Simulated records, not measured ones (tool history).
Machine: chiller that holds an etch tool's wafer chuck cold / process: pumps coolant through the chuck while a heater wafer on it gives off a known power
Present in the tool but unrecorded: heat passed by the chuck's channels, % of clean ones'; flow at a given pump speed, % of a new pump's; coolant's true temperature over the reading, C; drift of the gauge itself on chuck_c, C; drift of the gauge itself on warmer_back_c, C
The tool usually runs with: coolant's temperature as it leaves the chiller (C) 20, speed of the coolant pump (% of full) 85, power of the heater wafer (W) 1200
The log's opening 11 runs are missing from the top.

run	hour	coolant's temperature as it leaves the chiller (C)	speed of the coolant pump (% of full)	power of the heater wafer (W)	hours since the coolant was changed and the channels were flushed	hours since the pump was overhauled	hours since the chiller's thermometer was calibrated	chuck's temperature once it has settled (K)	how much warmer the coolant comes back (C)
12	273.3	20	62	1200	5321	736	667	304.75	4.37
13	301.6	20	62	1200	5349	764	695	304.65	4.47
14	318.2	20	62	1200	5366	781	711	304.95	4.36
15	336.5	20	96	1200	5384	799	730	301.55	2.85
16	358.1	20	96	1200	5406	821	751	301.55	2.84
17	387.6	20	61	1127	5435	850	781	303.95	4.18
18	413.5	20	85	1100	5461	876	807	301.45	2.91
19	434.2	20	85	1100	5482	897	827	301.75	2.90
20	450.4	20	70	1100	5498	913	844	302.85	3.49
21	478.3	17	85	757	5526	941	871	295.95	2.02
22	500.4	12	85	1200	5548	963	894	294.15	3.20
23	527.3	12	85	1200	5575	990	921	294.35	3.19
24	545.6	19	93	1471	5593	1008	939	302.75	3.65
25	572.5	19	73	1579	5620	1035	966	305.65	4.91
26	600.0	19	73	1579	5648	1063	993	305.65	4.97
27	631.1	22	95	1200	5679	1094	1024	303.55	2.84
28	661.1	22	95	1200	5709	1124	1054	303.65	2.85
29	678.4	22	95	1200	5726	1141	1072	303.65	2.90
30	705.7	11	91	1044	5753	1168	1099	291.85	2.58
31	723.2	16	61	1200	5771	1186	1116	301.15	4.51

Predict each of these 3 candidate next runs independently; none follows another, all start after run 31:
A	751.1	18	98	626	5799	1214	1144	?	?
B	751.1	20	85	1666	5799	1214	1144	?	?
C	751.1	16	81	607	5799	1214	1144	?	?

run	chuck's temperature once it has settled (K)	how much warmer the coolant comes back (C)
A	295.45	1.44
B	305.95	4.42
C	293.95	1.73
Without the tool's unlogged condition, the same runs would have read:
run	chuck's temperature once it has settled (K)	how much warmer the coolant comes back (C)
A	294.95	1.40
B	304.45	4.32
C	293.45	1.69
